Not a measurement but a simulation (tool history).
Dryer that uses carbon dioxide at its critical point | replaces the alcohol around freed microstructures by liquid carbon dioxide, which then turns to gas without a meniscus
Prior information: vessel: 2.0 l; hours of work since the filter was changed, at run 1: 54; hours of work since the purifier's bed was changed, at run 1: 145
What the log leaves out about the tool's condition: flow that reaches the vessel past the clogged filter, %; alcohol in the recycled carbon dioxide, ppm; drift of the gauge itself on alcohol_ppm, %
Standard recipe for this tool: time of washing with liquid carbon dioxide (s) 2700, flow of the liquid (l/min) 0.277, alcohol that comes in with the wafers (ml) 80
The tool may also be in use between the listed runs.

run,day,time of washing with liquid carbon dioxide (s),flow of the liquid (l/min),alcohol that comes in with the wafers (ml),hours of work since the filter was changed,hours of work since the purifier's bed was changed,alcohol left in the vessel before it's heated (ppm by volume)
1,0,2700,0.277,80,54,145,150
2,0.658,2700,0.277,80,60,151,144
3,1.408,2700,0.277,80,67,158,154
4,1.975,2700,0.277,80,72,163,153
5,2.8,1680,0.277,80,79,170,1151
6,3.242,1680,0.277,80,83,174,1174
7,4.212,4020,0.277,80,92,183,41
8,4.933,4020,0.277,80,98,189,36
9,5.767,4020,0.277,80,106,197,40
10,6.533,4020,0.277,80,113,203,36
11,7.171,4020,0.168,80,118,209,315
12,7.746,4020,0.168,80,123,214,327
13,8.638,4020,0.168,80,131,222,318
14,9.467,4020,0.168,80,139,230,327
15,10.308,4020,0.168,80,146,237,332
16,10.833,3000,0.277,80,151,242,110
17,11.621,3000,0.277,80,158,249,107
18,12.138,3000,0.277,80,163,254,118
19,12.621,2700,0.277,80,167,258,184
20,13.146,3120,0.277,80,172,263,105
21,14.133,3120,0.277,80,181,272,102
22,14.567,3120,0.277,80,184,275,105
23,15.362,2700,0.277,80,192,283,187
24,16.175,2700,0.277,80,199,290,186
25,17.108,1800,0.277,24,207,298,320
26,17.925,1800,0.277,24,215,305,328
27,18.654,3720,0.456,60,221,312,51
28,19.383,3720,0.456,60,228,319,50
29,20.092,3240,0.225,80,234,325,235
30,20.658,1680,0.317,51,239,330,481
31,21.267,1680,0.317,51,244,335,490
32,21.762,4260,0.344,21,249,340,50
33,22.288,2700,0.401,67,254,345,55
34,22.854,3540,0.29,59,259,350,65
35,23.721,3540,0.29,59,266,357,62
36,24.162,3180,0.29,59,270,361,97
37,24.625,2040,0.302,59,275,366,341
38,25.325,2040,0.302,59,281,372,338
39,25.792,2040,0.302,59,285,376,341
40,26.362,1920,0.182,47,290,381,1972
41,27.254,1920,0.182,25,298,389,1053
42,27.671,2700,0.277,105,302,393,253
43,28.3,4080,0.393,22,307,398,58
44,29.038,2100,0.393,47,314,405,103
45,29.946,2100,0.393,47,322,413,104
46,30.554,2100,0.393,47,328,419,102

Table of differences, measured result less the result of that run with no hidden state. Run-to-run variation is the same in both. Gauge scatter possibly is not:
run,alcohol left in the vessel before it's heated (ppm by volume)
1,+26
2,+28
3,+30
4,+30
5,+73
6,+76
7,+25
8,+27
9,+28
10,+29
11,+51
12,+55
13,+56
14,+60
15,+63
16,+43
17,+44
18,+45
19,+54
20,+44
21,+46
22,+47
23,+58
24,+61
25,+70
26,+71
27,+42
28,+44
29,+76
30,+98
31,+104
32,+47
33,+48
34,+52
35,+51
36,+58
37,+99
38,+99
39,+98
40,+240
41,+151
42,+93
43,+52
44,+64
45,+68
46,+67

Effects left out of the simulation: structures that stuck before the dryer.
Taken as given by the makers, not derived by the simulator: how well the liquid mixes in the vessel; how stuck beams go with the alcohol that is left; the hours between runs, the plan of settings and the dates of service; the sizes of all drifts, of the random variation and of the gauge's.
